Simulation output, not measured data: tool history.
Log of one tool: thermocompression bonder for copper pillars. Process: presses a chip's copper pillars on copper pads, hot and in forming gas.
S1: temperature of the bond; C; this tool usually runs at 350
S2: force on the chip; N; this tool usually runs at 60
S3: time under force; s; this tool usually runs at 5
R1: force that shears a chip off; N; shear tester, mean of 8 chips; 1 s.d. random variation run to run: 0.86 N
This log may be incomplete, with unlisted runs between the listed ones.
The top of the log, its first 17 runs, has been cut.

{"hour": 981.4, "done": "forming gas filter changed"}
{"run": 18, "hour": 1013.8, "S1": 350, "S2": 60, "S3": 4, "R1": 72.7}
{"run": 19, "hour": 1090.5, "S1": 368, "S2": 70, "S3": 5, "R1": 95.6}
{"run": 20, "hour": 1152.0, "S1": 368, "S2": 70, "S3": 5, "R1": 98}
{"hour": 1172.8, "done": "heater calibrated with a thermocouple chip, once more"}
{"run": 21, "hour": 1237.9, "S1": 380, "S2": 71, "S3": 5, "R1": 89.1}
{"run": 22, "hour": 1273.3, "S1": 380, "S2": 71, "S3": 5, "R1": 90.7}
{"run": 23, "hour": 1356.9, "S1": 340, "S2": 60, "S3": 8, "R1": 72.2}
{"run": 24, "hour": 1404.4, "S1": 340, "S2": 60, "S3": 8, "R1": 71.1}
{"run": 25, "hour": 1476.0, "S1": 371, "S2": 51, "S3": 8, "R1": 73.5}
{"hour": 1501.3, "done": "forming gas filter changed"}
{"run": 26, "hour": 1513.1, "S1": 371, "S2": 51, "S3": 8, "R1": 79.2}
{"run": 27, "hour": 1552.3, "S1": 371, "S2": 53, "S3": 8, "R1": 80.3}
{"run": 28, "hour": 1615.2, "S1": 373, "S2": 53, "S3": 8, "R1": 82.4}
{"run": 29, "hour": 1667.6, "S1": 369, "S2": 86, "S3": 4, "R1": 96.2}
{"run": 30, "hour": 1736.0, "S1": 339, "S2": 86, "S3": 4, "R1": 79.7}
{"run": 31, "hour": 1819.0, "S1": 332, "S2": 60, "S3": 10, "R1": 75.7}

What will run 32 give?
{"run": 32, "hour": 1894.6, "S1": 332, "S2": 60, "S3": 10, "R1": "?"}

Run 32 gave R1 74.4 N.
Had the tool carried no hidden state, the very same run would have given R1 77.6 N.
